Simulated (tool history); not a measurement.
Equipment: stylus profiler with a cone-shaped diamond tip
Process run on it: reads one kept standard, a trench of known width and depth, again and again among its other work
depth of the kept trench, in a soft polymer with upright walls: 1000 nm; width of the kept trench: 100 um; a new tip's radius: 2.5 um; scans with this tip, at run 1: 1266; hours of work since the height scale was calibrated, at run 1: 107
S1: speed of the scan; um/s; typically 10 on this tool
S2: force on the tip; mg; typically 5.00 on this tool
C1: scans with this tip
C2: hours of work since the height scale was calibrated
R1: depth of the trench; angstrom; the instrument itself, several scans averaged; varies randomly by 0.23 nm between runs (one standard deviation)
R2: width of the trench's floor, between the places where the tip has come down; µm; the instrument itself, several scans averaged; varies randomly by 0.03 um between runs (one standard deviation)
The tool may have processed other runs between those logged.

Run 1, hour 0.0: usual settings; C1 1266; C2 107. Result: R1 10173.9 angstrom, R2 95.68 µm.
Run 2, hour 6.4: usual settings; C1 1310; C2 111. Result: R1 10177.8 angstrom, R2 95.66 µm.
Run 3, hour 16.0: usual settings; C1 1376; C2 116. Result: R1 10181.2 angstrom, R2 95.69 µm.
Run 4, hour 27.9: usual settings; C1 1457; C2 123. Result: R1 10175.8 angstrom, R2 95.62 µm.
Run 5, hour 34.8: usual settings; C1 1504; C2 127. Result: R1 10175.6 angstrom, R2 95.64 µm.
Run 6, hour 48.9: usual settings; C1 1600; C2 135. Result: R1 10178.1 angstrom, R2 95.60 µm.
Run 7, hour 56.0: usual settings; C1 1648; C2 139. Result: R1 10178.3 angstrom, R2 95.63 µm.
Run 8, hour 64.1: usual settings; C1 1704; C2 144. Result: R1 10175.6 angstrom, R2 95.58 µm.
Run 9, hour 75.1: usual settings; C1 1779; C2 150. Result: R1 10175.5 angstrom, R2 95.58 µm.
Run 10, hour 83.3: usual settings but S2 2.06 mg; C1 1835; C2 155. Result: R1 10100.6 angstrom, R2 95.52 µm.
At hour 84.6: height scale calibrated on a step standard.
Run 11, hour 91.8: usual settings but S1 30 um/s, S2 4.07 mg; C1 1889; C2 4. Result: R1 10162.7 angstrom, R2 95.48 µm.
Run 12, hour 101.4: usual settings but S1 30 um/s, S2 4.07 mg; C1 1955; C2 10. Result: R1 10160.2 angstrom, R2 95.50 µm.
Run 13, hour 113.9: usual settings but S1 11 um/s; C1 2040; C2 17. Result: R1 10184.6 angstrom, R2 95.53 µm.
At hour 128.0: height scale calibrated on a step standard, once more.
Run 14, hour 129.5: usual settings but S1 7 um/s, S2 14.34 mg; C1 2143; C2 1. Result: R1 10357.8 angstrom, R2 95.47 µm.
Run 15, hour 141.8: usual settings but S1 7 um/s, S2 14.34 mg; C1 2227; C2 8. Result: R1 10358.2 angstrom, R2 95.47 µm.
Run 16, hour 152.4: usual settings but S1 3 um/s, S2 2.80 mg; C1 2299; C2 14. Result: R1 10120.2 angstrom, R2 95.47 µm.
Run 17, hour 160.3: usual settings but S1 2 um/s, S2 3.86 mg; C1 2353; C2 19. Result: R1 10151.7 angstrom, R2 95.43 µm.
Run 18, hour 174.8: usual settings but S1 13 um/s, S2 10.57 mg; C1 2453; C2 27. Result: R1 10292.8 angstrom, R2 95.38 µm.

Alternative continuations, all from the tool just after run 18; predict every row:
Run A, hour 182.2: usual settings but S1 34 um/s, S2 6.35 mg; C1 2503; C2 31. Result: R1 ?, R2 ?.
Run B, hour 182.2: usual settings but S1 14 um/s, S2 2.16 mg; C1 2503; C2 31. Result: R1 ?, R2 ?.
Run C, hour 182.2: usual settings but S1 8 um/s; C1 2503; C2 31. Result: R1 ?, R2 ?.
Run D, hour 182.2: usual settings but S1 6 um/s; C1 2503; C2 31. Result: R1 ?, R2 ?.

run       R1     R2
  A  10212.6  95.38
  B  10103.3  95.41
  C  10180.5  95.45
  D  10176.8  95.47
Without the tool's unlogged condition, the same runs would have read:
run       R1     R2
  A  10208.2  95.93
  B  10098.9  95.96
  C  10176.1  96.00
  D  10172.4  96.02

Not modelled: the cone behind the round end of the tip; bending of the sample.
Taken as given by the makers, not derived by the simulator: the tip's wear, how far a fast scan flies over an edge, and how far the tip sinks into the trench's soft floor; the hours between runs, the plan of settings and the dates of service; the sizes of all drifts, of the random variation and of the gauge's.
